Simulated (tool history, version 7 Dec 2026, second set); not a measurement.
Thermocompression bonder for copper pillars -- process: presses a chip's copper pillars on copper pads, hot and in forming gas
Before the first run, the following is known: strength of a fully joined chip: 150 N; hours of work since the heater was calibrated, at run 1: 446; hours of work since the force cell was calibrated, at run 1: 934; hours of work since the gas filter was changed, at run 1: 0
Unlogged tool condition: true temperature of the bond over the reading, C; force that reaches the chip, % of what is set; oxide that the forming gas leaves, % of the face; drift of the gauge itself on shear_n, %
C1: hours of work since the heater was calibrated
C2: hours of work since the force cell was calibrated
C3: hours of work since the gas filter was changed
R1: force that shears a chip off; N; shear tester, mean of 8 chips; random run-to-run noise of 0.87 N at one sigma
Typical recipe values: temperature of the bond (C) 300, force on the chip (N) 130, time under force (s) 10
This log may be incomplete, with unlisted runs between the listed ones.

Run 1, hour 0: usual settings; C1 446; C2 934; C3 0. Result: R1 64.4 N.
Run 2, hour 20: usual settings but time under force (s) 27; C1 457; C2 944; C3 10. Result: R1 89.5 N.
Run 3, hour 57: usual settings but temperature of the bond (C) 285, time under force (s) 27; C1 476; C2 963; C3 29. Result: R1 76.1 N.
Run 4, hour 84.8: usual settings but time under force (s) 8; C1 490; C2 977; C3 43. Result: R1 57 N.
Run 5, hour 119.3: usual settings but time under force (s) 8; C1 507; C2 995; C3 61. Result: R1 58.4 N.
Run 6, hour 159.1: usual settings but time under force (s) 8; C1 528; C2 1015; C3 81. Result: R1 58 N.
Run 7, hour 178.8: usual settings; C1 538; C2 1025; C3 91. Result: R1 62.7 N.
Run 8, hour 211.2: usual settings but force on the chip (N) 119; C1 554; C2 1042; C3 108. Result: R1 58.3 N.
At hour 225.8: forming gas filter changed.
Run 9, hour 233.4: usual settings but force on the chip (N) 119; C1 566; C2 1053; C3 4. Result: R1 59.1 N.
Run 10, hour 263.7: usual settings; C1 581; C2 1068; C3 19. Result: R1 63.2 N.
Run 11, hour 306: usual settings; C1 603; C2 1090; C3 41. Result: R1 63 N.
At hour 312.1: heater calibrated with a thermocouple chip.
At hour 316.8: force cell calibrated.
Run 12, hour 344.2: usual settings; C1 16; C2 14; C3 59. Result: R1 64.3 N.
Run 13, hour 368.1: usual settings but temperature of the bond (C) 273; C1 28; C2 26; C3 71. Result: R1 43.3 N.
Run 14, hour 411.9: usual settings but force on the chip (N) 115; C1 50; C2 49; C3 93. Result: R1 55 N.
Run 15, hour 448.4: usual settings but force on the chip (N) 115; C1 69; C2 67; C3 112. Result: R1 56 N.
At hour 453.2: forming gas filter changed.
Run 16, hour 469.4: usual settings but force on the chip (N) 115; C1 79; C2 78; C3 8. Result: R1 57 N.
Run 17, hour 496.1: usual settings but force on the chip (N) 115; C1 93; C2 91; C3 22. Result: R1 57.8 N.
Run 18, hour 541.8: usual settings but force on the chip (N) 115; C1 116; C2 115; C3 45. Result: R1 55.6 N.
At hour 546.8: heater calibrated with a thermocouple chip, once more.
Run 19, hour 587.8: usual settings but force on the chip (N) 115; C1 21; C2 137; C3 68. Result: R1 61.9 N.
Run 20, hour 618.9: usual settings but force on the chip (N) 115; C1 37; C2 153; C3 84. Result: R1 63.4 N.
Run 21, hour 661.9: usual settings but temperature of the bond (C) 315, force on the chip (N) 115, time under force (s) 22; C1 59; C2 175; C3 106. Result: R1 93 N.
At hour 680.2: forming gas filter changed.
Run 22, hour 684.9: usual settings but force on the chip (N) 96, time under force (s) 8; C1 70; C2 187; C3 2. Result: R1 48 N.
Run 23, hour 716.2: usual settings but temperature of the bond (C) 319, force on the chip (N) 103, time under force (s) 8; C1 86; C2 203; C3 18. Result: R1 65 N.
Run 24, hour 737.3: usual settings but temperature of the bond (C) 301, force on the chip (N) 188, time under force (s) 19; C1 97; C2 213; C3 29. Result: R1 110.3 N.
Run 25, hour 762.4: usual settings but temperature of the bond (C) 328, force on the chip (N) 188, time under force (s) 19; C1 110; C2 226; C3 42. Result: R1 127.5 N.
Run 26, hour 786.9: usual settings but temperature of the bond (C) 328, force on the chip (N) 118, time under force (s) 9; C1 122; C2 239; C3 55. Result: R1 82.2 N.
Run 27, hour 822.9: usual settings but temperature of the bond (C) 311, force on the chip (N) 97; C1 141; C2 257; C3 73. Result: R1 59.8 N.
Run 28, hour 851.5: usual settings but temperature of the bond (C) 326, force on the chip (N) 133, time under force (s) 9; C1 155; C2 272; C3 88. Result: R1 88.2 N.
Run 29, hour 887.6: usual settings but temperature of the bond (C) 301, force on the chip (N) 100, time under force (s) 8; C1 174; C2 290; C3 106. Result: R1 49 N.
At hour 906.4: forming gas filter changed.
Run 30, hour 935: usual settings but force on the chip (N) 129, time under force (s) 8; C1 198; C2 314; C3 15. Result: R1 62.5 N.

The next listed run, before its measurement:
Run 31, hour 977.9: usual settings but temperature of the bond (C) 289, force on the chip (N) 87, time under force (s) 13; C1 220; C2 336; C3 37. Result: R1 ?.

{"run 31": {"R1": 45.2}}
If the tool had no hidden condition, the same run with the same run-to-run variation would have returned R1 47.1 N.

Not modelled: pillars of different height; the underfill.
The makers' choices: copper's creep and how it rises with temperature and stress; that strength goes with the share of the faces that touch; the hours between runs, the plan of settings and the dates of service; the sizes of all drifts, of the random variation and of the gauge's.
